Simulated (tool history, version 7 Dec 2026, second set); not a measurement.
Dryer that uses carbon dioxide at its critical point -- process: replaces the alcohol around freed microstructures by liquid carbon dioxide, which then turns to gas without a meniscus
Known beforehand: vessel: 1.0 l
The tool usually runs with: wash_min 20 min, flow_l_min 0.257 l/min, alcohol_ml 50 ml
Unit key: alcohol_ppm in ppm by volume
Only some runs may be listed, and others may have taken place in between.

| run | hour | wash_min | flow_l_min | alcohol_ml | alcohol_ppm |
|---|---|---|---|---|---|
| 1 | 0 | 20 | 0.257 | 50 | 1516 |
| 2 | 9.3 | 20 | 0.257 | 50 | 1481 |
| 3 | 15.1 | 20 | 0.257 | 50 | 1559 |
| 4 | 26.1 | 20 | 0.257 | 50 | 1579 |
| 5 | 36.1 | 20 | 0.257 | 50 | 1581 |
| 6 | 44.5 | 20 | 0.257 | 50 | 1613 |
| 7 | 52.2 | 20 | 0.257 | 50 | 1597 |
| 8 | 62.4 | 20 | 0.257 | 50 | 1634 |
| 9 | 71.8 | 20 | 0.257 | 50 | 1618 |
| 10 | 82.7 | 20 | 0.257 | 50 | 1695 |
| 11 | 93.1 | 20 | 0.212 | 50 | 3057 |
| 12 | 104 | 20 | 0.212 | 50 | 3029 |
| 13 | 114.2 | 20 | 0.212 | 50 | 3077 |
| 14 | 125.1 | 19 | 0.225 | 88 | 5274 |
|  | 130.1 | inlet filter changed |
| 15 | 136.2 | 19 | 0.225 | 88 | 3207 |
| 16 | 142.7 | 25 | 0.225 | 88 | 1156 |
| 17 | 150.1 | 25 | 0.225 | 88 | 1155 |
| 18 | 157.5 | 25 | 0.36 | 89 | 110 |
| 19 | 169.4 | 13 | 0.162 | 61 | 11756 |
| 20 | 181.1 | 13 | 0.162 | 61 | 12134 |
| 21 | 185.9 | 20 | 0.401 | 50 | 137 |
| 22 | 197.2 | 14 | 0.257 | 50 | 3306 |
| 23 | 208.8 | 22 | 0.257 | 50 | 728 |
| 24 | 214.8 | 22 | 0.257 | 50 | 713 |

5 options for the next run, each taken on its own from the tool as it stands now. Forecast them:
| A | 223.4 | 20 | 0.257 | 42 | ? |
| B | 223.4 | 20 | 0.257 | 43 | ? |
| C | 223.4 | 19 | 0.414 | 41 | ? |
| D | 223.4 | 26 | 0.164 | 30 | ? |
| E | 223.4 | 17 | 0.257 | 26 | ? |

| run | alcohol_ppm |
|---|---|
| A | 882 |
| B | 909 |
| C | 150 |
| D | 1162 |
| E | 989 |
With the hidden condition removed and each run's random variation left untouched, the same runs would have given:
| run | alcohol_ppm |
|---|---|
| A | 762 |
| B | 784 |
| C | 112 |
| D | 1029 |
| E | 873 |
